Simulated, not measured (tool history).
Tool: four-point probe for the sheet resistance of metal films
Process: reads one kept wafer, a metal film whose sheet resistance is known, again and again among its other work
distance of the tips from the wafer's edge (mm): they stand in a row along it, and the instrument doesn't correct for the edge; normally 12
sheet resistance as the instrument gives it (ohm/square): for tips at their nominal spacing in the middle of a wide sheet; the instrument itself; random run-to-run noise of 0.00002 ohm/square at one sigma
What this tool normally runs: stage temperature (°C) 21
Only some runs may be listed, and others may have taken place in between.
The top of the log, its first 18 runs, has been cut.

run     day  stage temperature (°C)  distance of the tips from the wafer's edge (mm)  touches since the probe head was changed  hours of work since the stage's thermometer was calibrated  sheet resistance as the instrument gives it (ohm/square)
 19  23.950                      21                                               12                                     48197                                                        2446                                                  0.097782
 20  25.283                      21                                               12                                     48954                                                        2468                                                  0.097821
 21  26.592                      21                                               12                                     49699                                                        2489                                                  0.097806
 22  27.925                      21                                               12                                     50457                                                        2510                                                  0.097770
 23  28.979                      26                                                6                                     51055                                                        2527                                                  0.099816
 24  30.842                      26                                                6                                     52113                                                        2557                                                  0.099799
 25  32.138                      35                                               67                                     52850                                                        2578                                                  0.098080
 26  33.571                      22                                                3                                     53665                                                        2601                                                  0.105722
 27  34.979                      25                                               12                                     54465                                                        2624                                                  0.097998
 28  36.750                      32                                                6                                     55473                                                        2652                                                  0.100150
 29  37.971                      32                                                9                                     56167                                                        2672                                                  0.098850
 30  39.138                      26                                                3                                     56829                                                        2691                                                  0.105951
 31  40.433                      19                                               28                                     57565                                                        2711                                                  0.097121
 32  41.892                      19                                               28                                     58396                                                        2735                                                  0.097093
 33  43.529                      19                                               28                                     59324                                                        2761                                                  0.097087
 34  45.054                      19                                               28                                     60191                                                        2786                                                  0.097086

For run 35, what comes out?
 35  46.771                      26                                               22                                     61169                                                        2813                                                         ?

sheet resistance as the instrument gives it (ohm/square): 0.097609
The same run, on a tool lacking any hidden state, would have yielded sheet resistance as the instrument gives it (ohm/square) 0.097895.
